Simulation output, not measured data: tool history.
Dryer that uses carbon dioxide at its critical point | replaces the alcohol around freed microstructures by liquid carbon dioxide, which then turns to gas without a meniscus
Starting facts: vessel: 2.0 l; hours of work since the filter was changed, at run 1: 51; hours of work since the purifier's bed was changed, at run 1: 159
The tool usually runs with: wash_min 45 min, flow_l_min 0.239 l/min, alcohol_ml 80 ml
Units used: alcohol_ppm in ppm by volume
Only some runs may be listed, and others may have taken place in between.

run	hour	wash_min	flow_l_min	alcohol_ml	hours of work since the filter was changed	hours of work since the purifier's bed was changed	alcohol_ppm
1	0.0	45	0.239	80	51	159	742
2	23.2	45	0.239	80	67	174	718
3	43.6	47	0.239	80	81	188	637
4	64.4	47	0.239	80	95	202	619
5	80.6	47	0.239	80	106	213	635
6	96.4	47	0.239	80	116	224	690
7	118.1	45	0.291	80	131	238	354
8	130.4	45	0.239	80	139	247	790
9	141.9	45	0.239	80	147	254	849
10	153.8	45	0.239	80	155	262	833
11	167.3	71	0.182	80	164	272	425
12	178.4	45	0.388	48	172	279	92
13	190.3	42	0.248	106	180	287	1273
14	207.4	45	0.239	66	192	299	738
15	217.1	40	0.239	48	198	305	823
16	227.5	45	0.261	31	205	312	284
17	246.8	45	0.163	24	218	325	967
18	261.1	45	0.163	24	228	335	947
19	283.1	45	0.239	40	243	350	502
20	303.2	63	0.239	25	256	363	128

Alternative continuations, all from the tool just after run 20; predict every row:
A	317.8	63	0.191	114	266	373	?
B	317.8	29	0.239	75	266	373	?
C	317.8	51	0.168	120	266	373	?
D	317.8	63	0.219	25	266	373	?
E	317.8	28	0.356	23	266	373	?

run	alcohol_ppm
A	925
B	3355
C	3024
D	170
E	401
With the hidden condition removed and each run's random variation left untouched, the same runs would have given:
run	alcohol_ppm
A	580
B	2616
C	2232
D	72
E	243
